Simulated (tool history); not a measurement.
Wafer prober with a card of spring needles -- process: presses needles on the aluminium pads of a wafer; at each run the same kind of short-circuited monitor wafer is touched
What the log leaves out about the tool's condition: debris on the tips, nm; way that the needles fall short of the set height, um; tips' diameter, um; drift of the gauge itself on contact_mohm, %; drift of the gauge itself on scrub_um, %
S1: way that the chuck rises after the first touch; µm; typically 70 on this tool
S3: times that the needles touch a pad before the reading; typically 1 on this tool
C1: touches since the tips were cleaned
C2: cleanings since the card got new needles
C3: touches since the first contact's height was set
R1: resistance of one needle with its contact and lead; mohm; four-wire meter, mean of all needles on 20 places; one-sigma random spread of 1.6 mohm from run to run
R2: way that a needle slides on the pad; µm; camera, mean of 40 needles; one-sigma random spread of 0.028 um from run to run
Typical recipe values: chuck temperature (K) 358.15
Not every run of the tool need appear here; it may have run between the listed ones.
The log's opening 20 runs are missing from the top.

{"run": 21, "hour": 491.6, "S1": 70, "chuck temperature (K)": 358.15, "S3": 2, "C1": 4847, "C2": 41, "C3": 34180, "R1": 197, "R2": 10.74}
{"hour": 493.8, "done": "tips cleaned on abrasive film"}
{"hour": 515.3, "done": "tips cleaned on abrasive film"}
{"run": 22, "hour": 518.8, "S1": 70, "chuck temperature (K)": 358.15, "S3": 2, "C1": 861, "C2": 43, "C3": 40813, "R1": 176, "R2": 10.7}
{"hour": 535.9, "done": "tips cleaned on abrasive film"}
{"run": 23, "hour": 535.9, "S1": 76, "chuck temperature (K)": 393.15, "S3": 2, "C1": 0, "C2": 44, "C3": 44964, "R1": 170, "R2": 11.61}
{"hour": 557.3, "done": "tips cleaned on abrasive film"}
{"run": 24, "hour": 565.1, "S1": 70, "chuck temperature (K)": 358.15, "S3": 2, "C1": 1904, "C2": 45, "C3": 52095, "R1": 181, "R2": 10.7}
{"hour": 577.5, "done": "tips cleaned on abrasive film"}
{"run": 25, "hour": 580.3, "S1": 70, "chuck temperature (K)": 358.15, "S3": 2, "C1": 680, "C2": 46, "C3": 55796, "R1": 172, "R2": 10.68}
{"hour": 599.3, "done": "tips cleaned on abrasive film"}
{"run": 26, "hour": 601.6, "S1": 70, "chuck temperature (K)": 358.15, "S3": 2, "C1": 580, "C2": 47, "C3": 60998, "R1": 175, "R2": 10.72}
{"hour": 619.4, "done": "tips cleaned on abrasive film"}
{"run": 27, "hour": 623.1, "S1": 85, "chuck temperature (K)": 324.15, "S3": 2, "C1": 900, "C2": 48, "C3": 66218, "R1": 164, "R2": 12.95}
{"hour": 640.3, "done": "tips cleaned on abrasive film"}
{"run": 28, "hour": 645.2, "S1": 85, "chuck temperature (K)": 341.15, "S3": 2, "C1": 1193, "C2": 49, "C3": 71613, "R1": 174, "R2": 13.0}
{"hour": 660.2, "done": "tips cleaned on abrasive film"}
{"run": 29, "hour": 668.4, "S1": 70, "chuck temperature (K)": 358.15, "S3": 2, "C1": 2000, "C2": 50, "C3": 77277, "R1": 186, "R2": 10.69}
{"hour": 681.5, "done": "tips cleaned on abrasive film"}
{"run": 30, "hour": 697.9, "S1": 70, "chuck temperature (K)": 358.15, "S3": 2, "C1": 4039, "C2": 51, "C3": 84486, "R1": 201, "R2": 10.67}
{"hour": 702.1, "done": "tips cleaned on abrasive film"}
{"hour": 724.2, "done": "tips cleaned on abrasive film"}
{"run": 31, "hour": 728.5, "S1": 70, "chuck temperature (K)": 300.15, "S3": 2, "C1": 1053, "C2": 53, "C3": 91914, "R1": 169, "R2": 10.65}
{"run": 32, "hour": 742.0, "S1": 57, "chuck temperature (K)": 315.15, "S3": 2, "C1": 4373, "C2": 53, "C3": 95234, "R1": 220, "R2": 8.66}
{"hour": 746.4, "done": "tips cleaned on abrasive film"}
{"hour": 766.5, "done": "tips cleaned on abrasive film"}
{"run": 33, "hour": 768.7, "S1": 70, "chuck temperature (K)": 358.15, "S3": 2, "C1": 516, "C2": 55, "C3": 101710, "R1": 178, "R2": 10.66}

What if the next run were any one of these 4? Each begins from the tool's condition after run 33:
{"run": "A", "hour": 782.9, "S1": 83, "chuck temperature (K)": 326.15, "S3": 2, "C1": 4003, "C2": 55, "C3": 105197, "R1": "?", "R2": "?"}
{"run": "B", "hour": 782.9, "S1": 70, "chuck temperature (K)": 300.15, "S3": 1, "C1": 4003, "C2": 55, "C3": 105197, "R1": "?", "R2": "?"}
{"run": "C", "hour": 782.9, "S1": 69, "chuck temperature (K)": 346.15, "S3": 1, "C1": 4003, "C2": 55, "C3": 105197, "R1": "?", "R2": "?"}
{"run": "D", "hour": 782.9, "S1": 59, "chuck temperature (K)": 392.15, "S3": 2, "C1": 4003, "C2": 55, "C3": 105197, "R1": "?", "R2": "?"}

run=A R1=182 R2=12.61
run=B R1=220 R2=10.66
run=C R1=225 R2=10.47
run=D R1=219 R2=8.95
Stripped of hidden state, with their random variation kept, the same runs would have yielded:
run=A R1=154 R2=12.74
run=B R1=153 R2=10.78
run=C R1=162 R2=10.59
run=D R1=171 R2=9.07

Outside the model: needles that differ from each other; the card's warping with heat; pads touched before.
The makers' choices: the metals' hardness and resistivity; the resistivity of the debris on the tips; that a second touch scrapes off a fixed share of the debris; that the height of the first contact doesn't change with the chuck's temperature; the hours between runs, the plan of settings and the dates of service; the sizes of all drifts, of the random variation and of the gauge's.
